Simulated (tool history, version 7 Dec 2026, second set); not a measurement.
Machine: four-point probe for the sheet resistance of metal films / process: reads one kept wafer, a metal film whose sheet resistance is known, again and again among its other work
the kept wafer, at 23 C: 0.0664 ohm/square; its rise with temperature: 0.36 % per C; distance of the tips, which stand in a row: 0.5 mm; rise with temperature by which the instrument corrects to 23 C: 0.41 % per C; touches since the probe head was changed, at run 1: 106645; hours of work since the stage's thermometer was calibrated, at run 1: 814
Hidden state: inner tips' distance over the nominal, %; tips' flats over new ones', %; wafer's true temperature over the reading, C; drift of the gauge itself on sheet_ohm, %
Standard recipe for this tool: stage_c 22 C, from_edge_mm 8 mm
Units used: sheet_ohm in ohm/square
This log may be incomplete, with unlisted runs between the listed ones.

run,day,stage_c,from_edge_mm,touches since the probe head was changed,hours of work since the stage's thermometer was calibrated,sheet_ohm
1,0.000,22,8,106645,814,0.065846
2,1.333,24,8,108619,837,0.065785
3,2.233,22,8,109948,852,0.065809
4,3.167,26,8,111329,868,0.065686
5,4.375,26,8,113115,889,0.065702
6,5.075,27,8,114150,900,0.065632
7,6.171,25,8,115774,919,0.065678
8,7.379,25,8,117560,940,0.065678
# day 8.504: new probe head fitted
9,8.633,25,8,191,961,0.066252
10,9.571,22,8,1574,977,0.066326
11,10.425,22,8,2842,991,0.066325
12,11.779,22,8,4842,1014,0.066293
13,13.129,22,8,6840,1038,0.066300
14,14.417,22,8,8747,1060,0.066249
15,15.217,29,10,9928,1073,0.065991

Estimate the outcome of run 16 from the log above:
16,16.121,21,4,11267,1089,?

Run 16 yielded sheet_ohm 0.066729 ohm/square.
Were there no unlogged condition in the tool, this run, its random variation unchanged, would have produced sheet_ohm 0.067049 ohm/square.
